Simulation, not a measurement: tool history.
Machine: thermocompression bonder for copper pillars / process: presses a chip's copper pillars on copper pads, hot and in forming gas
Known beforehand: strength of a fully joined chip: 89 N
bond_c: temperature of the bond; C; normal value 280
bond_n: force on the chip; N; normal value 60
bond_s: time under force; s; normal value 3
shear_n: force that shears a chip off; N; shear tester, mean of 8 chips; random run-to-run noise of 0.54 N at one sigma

run 1 day=0 | bond_c=280 bond_n=60 bond_s=3 | shear_n=53.9
run 2 day=0.542 | bond_c=280 bond_n=60 bond_s=3 | shear_n=52.9
run 3 day=0.904 | bond_c=280 bond_n=60 bond_s=4 | shear_n=57.5
run 4 day=1.35 | bond_c=280 bond_n=60 bond_s=4 | shear_n=57.5
run 5 day=1.629 | bond_c=280 bond_n=60 bond_s=3 | shear_n=53.8
run 6 day=2.15 | bond_c=280 bond_n=60 bond_s=3 | shear_n=52.9
run 7 day=2.412 | bond_c=280 bond_n=60 bond_s=3 | shear_n=52.1
-- day=2.625 forming gas filter changed
run 8 day=2.725 | bond_c=280 bond_n=60 bond_s=3 | shear_n=59.2
run 9 day=3.229 | bond_c=280 bond_n=60 bond_s=4 | shear_n=61.5
run 10 day=3.567 | bond_c=280 bond_n=60 bond_s=4 | shear_n=61.7
run 11 day=3.988 | bond_c=280 bond_n=60 bond_s=4 | shear_n=61.1
run 12 day=4.554 | bond_c=280 bond_n=60 bond_s=2 | shear_n=51.2
run 13 day=4.825 | bond_c=280 bond_n=41 bond_s=3 | shear_n=47.4
run 14 day=5.412 | bond_c=280 bond_n=41 bond_s=3 | shear_n=47.6
run 15 day=5.8 | bond_c=280 bond_n=41 bond_s=3 | shear_n=47
run 16 day=6.075 | bond_c=280 bond_n=90 bond_s=3 | shear_n=65.8
run 17 day=6.588 | bond_c=272 bond_n=90 bond_s=3 | shear_n=62.1
run 18 day=7.183 | bond_c=272 bond_n=90 bond_s=4 | shear_n=65.5
run 19 day=7.475 | bond_c=280 bond_n=60 bond_s=3 | shear_n=55.9
-- day=7.583 force cell calibrated
run 20 day=7.95 | bond_c=280 bond_n=60 bond_s=3 | shear_n=55.8
run 21 day=8.304 | bond_c=282 bond_n=60 bond_s=3 | shear_n=56.2
run 22 day=8.771 | bond_c=282 bond_n=60 bond_s=3 | shear_n=56.7
run 23 day=9.162 | bond_c=282 bond_n=80 bond_s=4 | shear_n=66.8
run 24 day=9.762 | bond_c=282 bond_n=80 bond_s=4 | shear_n=65.3
run 25 day=10.208 | bond_c=274 bond_n=60 bond_s=7 | shear_n=66
run 26 day=10.588 | bond_c=278 bond_n=57 bond_s=3 | shear_n=52.6
-- day=10.871 force cell calibrated, once more
run 27 day=11.062 | bond_c=278 bond_n=57 bond_s=3 | shear_n=50.2
run 28 day=11.633 | bond_c=278 bond_n=57 bond_s=3 | shear_n=52
run 29 day=11.921 | bond_c=278 bond_n=57 bond_s=3 | shear_n=51.1
run 30 day=12.3 | bond_c=257 bond_n=51 bond_s=4 | shear_n=43.8

Run 31 comes next. What will it give?
run 31 day=12.7 | bond_c=271 bond_n=41 bond_s=2 | shear_n=?

{"run 31": {"shear_n": 35.1}}
Take away the tool's hidden state, keep the run-to-run variation as it was, and the same run would have given shear_n 38 N.
